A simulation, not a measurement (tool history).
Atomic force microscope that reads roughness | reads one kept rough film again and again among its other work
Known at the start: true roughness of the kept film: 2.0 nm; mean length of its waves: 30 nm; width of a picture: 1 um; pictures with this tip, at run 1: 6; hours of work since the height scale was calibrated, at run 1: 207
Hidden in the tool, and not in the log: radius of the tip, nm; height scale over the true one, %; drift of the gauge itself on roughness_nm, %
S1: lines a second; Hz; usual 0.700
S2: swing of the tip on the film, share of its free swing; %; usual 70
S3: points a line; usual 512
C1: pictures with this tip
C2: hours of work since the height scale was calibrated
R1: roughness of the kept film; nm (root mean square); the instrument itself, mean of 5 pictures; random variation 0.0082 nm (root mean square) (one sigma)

run 1 hour=0.0 | S1=0.700 S2=70 S3=512 | C1=6 C2=207 | R1=1.787
run 2 hour=29.6 | S1=0.700 S2=85 S3=512 | C1=26 C2=220 | R1=1.689
run 3 hour=58.3 | S1=0.700 S2=85 S3=512 | C1=45 C2=232 | R1=1.680
run 4 hour=87.5 | S1=0.700 S2=85 S3=512 | C1=64 C2=244 | R1=1.658
run 5 hour=125.1 | S1=0.700 S2=85 S3=512 | C1=89 C2=260 | R1=1.634
run 6 hour=176.7 | S1=0.835 S2=88 S3=393 | C1=124 C2=282 | R1=1.527
run 7 hour=222.0 | S1=0.522 S2=64 S3=408 | C1=154 C2=301 | R1=1.705
run 8 hour=264.3 | S1=0.640 S2=70 S3=512 | C1=183 C2=319 | R1=1.645
run 9 hour=317.1 | S1=1.228 S2=68 S3=512 | C1=218 C2=341 | R1=1.580
run 10 hour=372.8 | S1=1.228 S2=68 S3=512 | C1=255 C2=364 | R1=1.544

Forecast each of these 5 alternatives for the next run:
-- hour=385.4 new tip fitted
run A hour=404.4 | S1=2.752 S2=68 S3=512 | C1=13 C2=378 | R1=?
-- hour=385.4 new tip fitted
run B hour=404.4 | S1=0.700 S2=74 S3=296 | C1=13 C2=378 | R1=?
-- hour=385.4 new tip fitted
run C hour=404.4 | S1=1.314 S2=56 S3=512 | C1=13 C2=378 | R1=?
-- hour=385.4 new tip fitted
run D hour=404.4 | S1=1.228 S2=63 S3=512 | C1=13 C2=378 | R1=?
-- hour=385.4 new tip fitted
run E hour=404.4 | S1=0.772 S2=57 S3=512 | C1=13 C2=378 | R1=?

run=A R1=1.627
run=B R1=1.748
run=C R1=1.797
run=D R1=1.780
run=E R1=1.834
Without the tool's hidden state the same runs would have given:
run=A R1=1.636
run=B R1=1.758
run=C R1=1.807
run=D R1=1.790
run=E R1=1.844

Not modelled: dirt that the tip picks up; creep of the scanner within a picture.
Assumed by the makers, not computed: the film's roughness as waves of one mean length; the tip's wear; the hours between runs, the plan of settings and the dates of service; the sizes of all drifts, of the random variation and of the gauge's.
